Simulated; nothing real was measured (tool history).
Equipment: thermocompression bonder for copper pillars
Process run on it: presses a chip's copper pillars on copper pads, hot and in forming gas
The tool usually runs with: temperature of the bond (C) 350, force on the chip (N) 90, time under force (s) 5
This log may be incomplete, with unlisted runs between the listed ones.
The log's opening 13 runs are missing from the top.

run     day  temperature of the bond (C)  force on the chip (N)  time under force (s)  force that shears a chip off (N)
 14  12.192                          339                     90                     5                              35.5
 15  12.792                          339                     90                     5                              35.5
 16  13.896                          350                     90                     5                              38.4
 17  14.721                          321                     96                     5                              32.7
     15.904  -- forming gas filter changed
 18  15.946                          321                     96                     5                              32.8
 19  16.717                          356                     83                     9                              46.2
 20  17.592                          356                     83                     9                              45.9
 21  18.117                          356                     83                     9                              45.9
 22  18.808                          345                     90                     6                              39.7
 23  19.329                          330                    113                     9                              49.5
 24  19.854                          330                    120                     5                              42.8

Expected results for the next run?
     20.092  -- force cell calibrated
 25  20.896                          357                     90                    14                                 ?

force that shears a chip off (N): 55.9
Take away the tool's hidden state, keep the run-to-run variation as it was, and the same run would have given force that shears a chip off (N) 56.
